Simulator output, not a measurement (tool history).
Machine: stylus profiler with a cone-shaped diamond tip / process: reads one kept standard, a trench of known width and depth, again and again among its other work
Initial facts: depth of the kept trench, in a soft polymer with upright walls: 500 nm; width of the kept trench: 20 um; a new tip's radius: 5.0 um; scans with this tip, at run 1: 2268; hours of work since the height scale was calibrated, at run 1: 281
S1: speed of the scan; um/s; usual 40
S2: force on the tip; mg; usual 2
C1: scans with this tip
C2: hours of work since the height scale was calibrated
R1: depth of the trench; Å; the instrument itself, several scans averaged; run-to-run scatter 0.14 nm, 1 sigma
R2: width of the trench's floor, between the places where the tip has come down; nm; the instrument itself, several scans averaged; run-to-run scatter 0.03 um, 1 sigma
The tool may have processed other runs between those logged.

run,day,S1,S2,C1,C2,R1,R2
1,0,40,2,2268,281,5052.4,15310
2,0.325,40,2,2303,285,5054.4,15270
3,0.808,40,2,2355,292,5054.1,15310
4,1.138,40,2,2390,296,5053.4,15260
5,1.629,40,2,2443,303,5053.8,15260
6,2.188,40,1.41,2503,310,5046.1,15180
7,2.571,40,3.02,2545,315,5072.3,15250
8,3.158,40,3.02,2608,323,5070.1,15270
9,3.554,40,2.67,2650,328,5066.3,15280
10,4.017,147,2,2700,335,5053.1,14640
11,4.729,40,1.18,2777,344,5036.8,15180
12,5.067,40,1.18,2813,349,5033.1,15160
13,5.583,40,2,2868,355,5051.5,15230
14,6.154,40,2,2930,363,5055.1,15160
15,6.779,40,2,2997,371,5054.3,15210
16,7.125,40,2,3034,376,5050.2,15190
17,7.458,40,2,3070,380,5053.4,15190
18,8.158,40,1.34,3145,390,5038.8,15100
19,8.629,40,1.34,3195,396,5039,15160
20,9.338,40,1.34,3272,405,5040.2,15150
21,9.692,40,1.34,3310,410,5037.8,15120
22,10.079,40,1.34,3352,415,5036.3,15120
23,10.446,40,1.34,3391,420,5039.8,15090
24,10.858,26,3.42,3435,426,5076.3,15210
25,11.221,45,1.08,3474,431,5033.9,15060
26,11.938,45,1.08,3551,440,5028.7,14990
27,12.475,70,2.68,3609,447,5063.3,15040
28,12.821,11,4.97,3646,452,5098.9,15260
29,13.412,87,4.14,3710,460,5089,14990
30,13.862,87,4.14,3758,466,5087.6,14970
31,14.383,87,4.14,3814,473,5085.2,15040
32,15.167,25,3.01,3898,483,5069.9,15150
33,15.517,25,3.01,3936,488,5066.2,15220
34,16.317,49,3.28,4022,498,5076.9,15100
35,16.875,49,3.28,4082,506,5074.2,15100
36,17.642,49,3.28,4164,516,5074.3,15080
37,18.421,49,3.28,4248,526,5072.6,15080
38,18.779,154,3.68,4287,531,5079.5,14760
39,19.371,154,3.68,4350,539,5078.5,14760
40,19.854,58,3.43,4402,546,5076,15060
41,20.221,22,2.32,4442,550,5056.7,15220
42,20.608,16,1.36,4483,556,5033.1,15150
43,20.971,16,2.5,4522,560,5060.2,15140
44,21.321,30,2,4560,565,5046.7,15110
45,21.875,30,2,4619,572,5051.3,15120
46,22.488,36,5.93,4685,581,5114.1,15150

Some steps in R1, run to run, broken into two amounts with sign: the step expected even without the hidden condition (settings, incoming material, random variation), and the rest, left for the hidden condition together with whatever gauge scatter is not in both the measured and the hidden-condition-free result:
Hidden conditions of the tool in this case: radius of the tip, um; height scale over the true one, %; drift of the gauge itself on depth_nm, %; drift of the gauge itself on floor_um, %.
Run 19 -> 20: no setting touched and nothing written in the log between the runs. R1 +1.2 Å: hidden state -0.3, all else +1.5.
Run 23 -> 24: S1 40 -> 26, S2 1.34 -> 3.42. R1 +36.5 Å: hidden state -0.3, all else +36.8.
Run 24 -> 25: S1 26 -> 45, S2 3.42 -> 1.08. R1 -42.4 Å: hidden state +0, all else -42.4.
Run 31 -> 32: S1 87 -> 25, S2 4.14 -> 3.01. R1 -15.3 Å: hidden state -0.3, all else -15.
Run 45 -> 46: S1 30 -> 36, S2 2 -> 5.93. R1 +62.8 Å: hidden state -0.3, all else +63.1.

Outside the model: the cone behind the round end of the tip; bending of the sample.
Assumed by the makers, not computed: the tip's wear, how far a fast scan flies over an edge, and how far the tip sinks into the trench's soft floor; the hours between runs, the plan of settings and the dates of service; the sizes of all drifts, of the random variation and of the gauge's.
